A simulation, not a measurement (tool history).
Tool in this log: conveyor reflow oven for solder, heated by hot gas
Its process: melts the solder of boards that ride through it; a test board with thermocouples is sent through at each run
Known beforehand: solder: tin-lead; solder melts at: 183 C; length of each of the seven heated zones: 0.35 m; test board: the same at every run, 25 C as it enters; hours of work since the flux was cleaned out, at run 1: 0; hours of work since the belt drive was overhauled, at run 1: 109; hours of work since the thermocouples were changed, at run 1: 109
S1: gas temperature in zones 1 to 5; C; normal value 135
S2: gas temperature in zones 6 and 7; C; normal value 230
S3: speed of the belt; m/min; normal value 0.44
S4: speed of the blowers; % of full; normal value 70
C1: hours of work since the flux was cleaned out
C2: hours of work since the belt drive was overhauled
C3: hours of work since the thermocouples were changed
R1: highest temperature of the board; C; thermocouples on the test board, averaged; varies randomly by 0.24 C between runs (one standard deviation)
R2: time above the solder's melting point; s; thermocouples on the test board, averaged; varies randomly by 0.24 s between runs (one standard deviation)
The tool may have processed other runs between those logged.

{"run": 1, "hour": 0.0, "S1": 135, "S2": 230, "S3": 0.44, "S4": 70, "C1": 0, "C2": 109, "C3": 109, "R1": 213, "R2": 66.6}
{"run": 2, "hour": 42.9, "S1": 135, "S2": 230, "S3": 0.44, "S4": 58, "C1": 19, "C2": 128, "C3": 128, "R1": 211.1, "R2": 62.7}
{"run": 3, "hour": 87.4, "S1": 135, "S2": 230, "S3": 0.44, "S4": 58, "C1": 38, "C2": 148, "C3": 148, "R1": 210.3, "R2": 62.3}
{"run": 4, "hour": 128.0, "S1": 135, "S2": 230, "S3": 0.44, "S4": 58, "C1": 56, "C2": 165, "C3": 165, "R1": 210.4, "R2": 62.4}
{"run": 5, "hour": 169.3, "S1": 135, "S2": 230, "S3": 0.44, "S4": 58, "C1": 74, "C2": 184, "C3": 184, "R1": 210.2, "R2": 62.2}
{"run": 6, "hour": 196.7, "S1": 135, "S2": 230, "S3": 0.44, "S4": 70, "C1": 87, "C2": 196, "C3": 196, "R1": 212.6, "R2": 65}
{"run": 7, "hour": 231.5, "S1": 135, "S2": 230, "S3": 0.44, "S4": 90, "C1": 102, "C2": 211, "C3": 211, "R1": 215.2, "R2": 69}
{"run": 8, "hour": 269.8, "S1": 135, "S2": 230, "S3": 0.44, "S4": 90, "C1": 119, "C2": 228, "C3": 228, "R1": 215.1, "R2": 68.5}
{"run": 9, "hour": 305.1, "S1": 135, "S2": 236, "S3": 0.44, "S4": 70, "C1": 134, "C2": 243, "C3": 243, "R1": 217.4, "R2": 70.3}
{"run": 10, "hour": 346.5, "S1": 135, "S2": 236, "S3": 0.44, "S4": 70, "C1": 152, "C2": 262, "C3": 262, "R1": 217.2, "R2": 70.3}
{"hour": 397.4, "done": "flux residue cleaned out of gas plates and filters"}
{"run": 11, "hour": 397.4, "S1": 135, "S2": 242, "S3": 0.44, "S4": 70, "C1": 0, "C2": 282, "C3": 282, "R1": 223.5, "R2": 76}
{"run": 12, "hour": 419.7, "S1": 135, "S2": 224, "S3": 0.44, "S4": 70, "C1": 10, "C2": 292, "C3": 292, "R1": 208, "R2": 59.7}
{"run": 13, "hour": 453.6, "S1": 135, "S2": 230, "S3": 0.435, "S4": 70, "C1": 25, "C2": 306, "C3": 306, "R1": 212.9, "R2": 67.3}
{"run": 14, "hour": 489.9, "S1": 135, "S2": 230, "S3": 0.435, "S4": 70, "C1": 41, "C2": 322, "C3": 322, "R1": 212.9, "R2": 67.1}
{"run": 15, "hour": 520.5, "S1": 135, "S2": 230, "S3": 0.44, "S4": 70, "C1": 54, "C2": 336, "C3": 336, "R1": 212.2, "R2": 65.5}
{"run": 16, "hour": 561.4, "S1": 135, "S2": 230, "S3": 0.44, "S4": 70, "C1": 72, "C2": 354, "C3": 354, "R1": 212.5, "R2": 65.4}
{"run": 17, "hour": 596.9, "S1": 144, "S2": 235, "S3": 0.412, "S4": 70, "C1": 88, "C2": 369, "C3": 369, "R1": 220.1, "R2": 83.3}
{"run": 18, "hour": 635.3, "S1": 130, "S2": 235, "S3": 0.467, "S4": 70, "C1": 105, "C2": 386, "C3": 386, "R1": 214, "R2": 60.2}
{"run": 19, "hour": 657.5, "S1": 130, "S2": 235, "S3": 0.467, "S4": 70, "C1": 114, "C2": 396, "C3": 396, "R1": 213.4, "R2": 59.8}
{"run": 20, "hour": 677.0, "S1": 130, "S2": 245, "S3": 0.399, "S4": 73, "C1": 123, "C2": 405, "C3": 405, "R1": 227.8, "R2": 86.1}
{"run": 21, "hour": 700.6, "S1": 130, "S2": 245, "S3": 0.399, "S4": 73, "C1": 133, "C2": 415, "C3": 415, "R1": 228.6, "R2": 86.5}
{"run": 22, "hour": 727.2, "S1": 145, "S2": 230, "S3": 0.482, "S4": 70, "C1": 145, "C2": 427, "C3": 427, "R1": 210.6, "R2": 61.8}

Predict the results of run 23:
{"run": 23, "hour": 750.4, "S1": 134, "S2": 233, "S3": 0.508, "S4": 70, "C1": 155, "C2": 437, "C3": 437, "R1": "?", "R2": "?"}

Run 23 came out at R1 209.3 C, R2 51.4 s.
Had the tool carried no hidden state, the very same run would have given R1 210.6 C, R2 52.6 s.

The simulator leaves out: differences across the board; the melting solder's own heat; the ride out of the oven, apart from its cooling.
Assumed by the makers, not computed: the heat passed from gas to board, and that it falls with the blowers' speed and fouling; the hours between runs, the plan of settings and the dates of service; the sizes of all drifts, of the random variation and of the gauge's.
